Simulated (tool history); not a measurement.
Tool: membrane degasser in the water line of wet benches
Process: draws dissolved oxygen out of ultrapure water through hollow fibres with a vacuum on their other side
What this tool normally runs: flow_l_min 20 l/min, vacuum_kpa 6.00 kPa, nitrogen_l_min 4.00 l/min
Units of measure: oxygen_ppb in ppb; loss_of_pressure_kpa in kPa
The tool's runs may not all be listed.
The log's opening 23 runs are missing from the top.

run	hour	flow_l_min	vacuum_kpa	nitrogen_l_min	oxygen_ppb	loss_of_pressure_kpa
24	1127.9	21	5.03	3.56	31.8	48.43
25	1157.9	21	5.03	3.56	31.9	47.68
26	1216.2	18	12.14	6.84	61.3	41.58
27	1273.5	18	12.14	6.84	61.6	41.12
# hour 1284.3: vacuum gauge calibrated, once more
28	1331.8	14	10.50	4.50	56.3	31.77
29	1368.2	14	10.50	4.50	57.3	31.85
30	1424.0	14	10.50	4.50	57.8	32.29
31	1488.5	14	10.50	4.50	57.8	32.22

Predict each of these 3 candidate next runs independently; none follows another, all start after run 31:
A	1535.9	20	8.71	8.32	?	?
B	1535.9	20	10.50	4.50	?	?
C	1535.9	15	9.98	3.51	?	?

run	oxygen_ppb	loss_of_pressure_kpa
A	37.0	45.67
B	82.6	45.75
C	72.7	34.70
Take away the tool's hidden state, keep each run's random variation, and the runs would have read:
run	oxygen_ppb	loss_of_pressure_kpa
A	36.1	44.96
B	80.9	45.03
C	71.0	34.16

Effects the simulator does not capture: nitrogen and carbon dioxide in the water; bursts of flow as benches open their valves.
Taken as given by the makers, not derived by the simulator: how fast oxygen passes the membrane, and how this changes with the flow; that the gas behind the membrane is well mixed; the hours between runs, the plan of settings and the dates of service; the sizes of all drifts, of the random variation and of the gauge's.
